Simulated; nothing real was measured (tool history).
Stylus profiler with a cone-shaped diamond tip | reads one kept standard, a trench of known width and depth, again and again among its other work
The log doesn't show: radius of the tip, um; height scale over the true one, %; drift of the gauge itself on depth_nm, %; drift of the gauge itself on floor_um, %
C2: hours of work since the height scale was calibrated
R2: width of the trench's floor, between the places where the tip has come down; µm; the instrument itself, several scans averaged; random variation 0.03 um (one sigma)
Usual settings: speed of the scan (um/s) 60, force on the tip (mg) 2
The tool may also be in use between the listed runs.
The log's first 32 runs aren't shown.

Run 33, hour 761.2: usual settings but speed of the scan (um/s) 131, force on the tip (mg) 1.09; scans with this tip 11879; C2 1042. Result: depth of the trench (Å) 1004.3, R2 17.65 µm.
Run 34, hour 783.8: usual settings but speed of the scan (um/s) 131, force on the tip (mg) 1.09; scans with this tip 12049; C2 1057. Result: depth of the trench (Å) 1004.3, R2 17.62 µm.
Run 35, hour 807.4: usual settings but speed of the scan (um/s) 131, force on the tip (mg) 1.09; scans with this tip 12226; C2 1073. Result: depth of the trench (Å) 1004.2, R2 17.64 µm.
Run 36, hour 828.3: usual settings but speed of the scan (um/s) 131, force on the tip (mg) 1.09; scans with this tip 12383; C2 1086. Result: depth of the trench (Å) 1004.5, R2 17.61 µm.
Run 37, hour 854.8: usual settings but speed of the scan (um/s) 101, force on the tip (mg) 2.47; scans with this tip 12582; C2 1104. Result: depth of the trench (Å) 1007.7, R2 17.93 µm.
Run 38, hour 870.5: usual settings but speed of the scan (um/s) 25, force on the tip (mg) 3.97; scans with this tip 12700; C2 1114. Result: depth of the trench (Å) 1011.4, R2 18.21 µm.
Run 39, hour 895.4: usual settings but speed of the scan (um/s) 25, force on the tip (mg) 3.97; scans with this tip 12887; C2 1130. Result: depth of the trench (Å) 1011.3, R2 18.18 µm.
Run 40, hour 909.6: usual settings but speed of the scan (um/s) 44, force on the tip (mg) 1.31; scans with this tip 12994; C2 1140. Result: depth of the trench (Å) 1004.5, R2 18.06 µm.
Run 41, hour 940.4: usual settings but speed of the scan (um/s) 49, force on the tip (mg) 0.79; scans with this tip 13225; C2 1160. Result: depth of the trench (Å) 1003.5, R2 17.98 µm.
At hour 957.9: height scale calibrated on a step standard.
Run 42, hour 969.7: usual settings but speed of the scan (um/s) 49, force on the tip (mg) 0.79; scans with this tip 13441; C2 8. Result: depth of the trench (Å) 1004.3, R2 18.02 µm.
Run 43, hour 987.9: usual settings but speed of the scan (um/s) 172, force on the tip (mg) 5.93; scans with this tip 13578; C2 20. Result: depth of the trench (Å) 1016.2, R2 17.86 µm.
Run 44, hour 1019.8: usual settings but speed of the scan (um/s) 138; scans with this tip 13818; C2 41. Result: depth of the trench (Å) 1007.9, R2 17.79 µm.

Forecast each of these 3 alternatives for the next run:
Run A, hour 1044.7: usual settings but speed of the scan (um/s) 152; scans with this tip 14004; C2 57. Result: depth of the trench (Å) ?, R2 ?.
Run B, hour 1044.7: usual settings but speed of the scan (um/s) 155; scans with this tip 14004; C2 57. Result: depth of the trench (Å) ?, R2 ?.
Run C, hour 1044.7: usual settings but speed of the scan (um/s) 138, force on the tip (mg) 4.57; scans with this tip 14004; C2 57. Result: depth of the trench (Å) ?, R2 ?.

run  depth of the trench (Å)     R2
  A                   1007.9  17.68
  B                   1007.9  17.71
  C                   1013.7  17.92
Without the tool's hidden state the same runs would have given:
run  depth of the trench (Å)     R2
  A                   1007.9  18.01
  B                   1007.9  18.05
  C                   1013.6  18.26
